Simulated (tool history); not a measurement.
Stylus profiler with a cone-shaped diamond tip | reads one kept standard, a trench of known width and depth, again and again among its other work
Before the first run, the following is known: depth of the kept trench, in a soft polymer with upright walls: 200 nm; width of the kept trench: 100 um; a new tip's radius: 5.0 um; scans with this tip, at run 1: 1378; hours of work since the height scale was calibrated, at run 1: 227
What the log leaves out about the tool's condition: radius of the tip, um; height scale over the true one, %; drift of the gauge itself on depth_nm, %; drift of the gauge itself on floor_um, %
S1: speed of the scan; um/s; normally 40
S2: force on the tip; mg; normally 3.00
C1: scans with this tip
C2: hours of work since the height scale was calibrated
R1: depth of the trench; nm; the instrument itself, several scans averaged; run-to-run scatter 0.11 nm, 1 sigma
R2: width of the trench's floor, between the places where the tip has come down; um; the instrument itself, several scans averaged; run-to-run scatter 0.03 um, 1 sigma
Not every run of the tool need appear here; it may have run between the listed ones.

run   hour   S1    S2    C1   C2      R1     R2
  1    0.0   40  3.00  1378  227  203.35  96.80
  2   14.5   40  3.00  1425  235  203.21  96.82
  3   29.9   40  1.41  1476  244  201.96  96.72
  4   45.0   40  1.41  1526  252  202.26  96.69
  5   56.1   40  4.28  1562  258  204.08  96.90
  6   65.5   40  1.07  1593  263  201.69  96.66
  7   74.3   40  1.07  1622  268  201.86  96.63
  8   86.3  128  1.07  1661  274  201.71  95.80
  9   97.4  110  3.00  1698  280  203.15  96.38
 10  111.2  110  3.00  1743  288  203.17  96.41
 11  121.0  110  3.00  1775  293  203.39  96.37
 12  128.0  110  2.81  1798  297  203.24  96.40
 13  138.6   40  6.76  1833  303  205.62  96.91
 14  151.5  103  7.44  1875  310  206.19  96.66
 15  163.4   29  1.11  1915  316  201.96  96.80
 16  175.6  130  3.05  1955  323  203.42  96.29
 17  188.9   81  3.00  1998  330  203.29  96.57
     190.6  -- height scale calibrated on a step standard
 18  203.1   50  1.90  2044    7  202.72  96.72
 19  212.6   59  8.37  2075   12  206.48  96.78
 20  225.4   15  1.02  2117   19  201.74  96.83
 21  238.0   15  1.02  2158   26  201.74  96.83
 22  248.5   15  1.02  2192   31  201.61  96.87
     259.2  -- height scale calibrated on a step standard, once more
 23  259.5   15  1.02  2227    0  201.83  96.85
 24  270.7   21  4.46  2264    6  204.29  96.90
 25  281.4   40  4.90  2299   12  204.35  96.88
 26  290.1   32  1.06  2328   17  201.58  96.73

Forecast each of these 5 alternatives for the next run:
  A  301.2  18  4.14  2364  23   ?   ?
  B  301.2  23  5.17  2364  23   ?   ?
  C  301.2  87  5.72  2364  23   ?   ?
  D  301.2  99  7.95  2364  23   ?   ?
  E  301.2  39  1.30  2364  23   ?   ?

run      R1     R2
  A  203.94  96.91
  B  204.73  96.88
  C  205.00  96.63
  D  206.24  96.64
  E  201.67  96.63
Stripped of hidden state, with their random variation kept, the same runs would have yielded:
run      R1     R2
  A  203.88  97.11
  B  204.68  97.07
  C  204.94  96.82
  D  206.19  96.83
  E  201.62  96.82
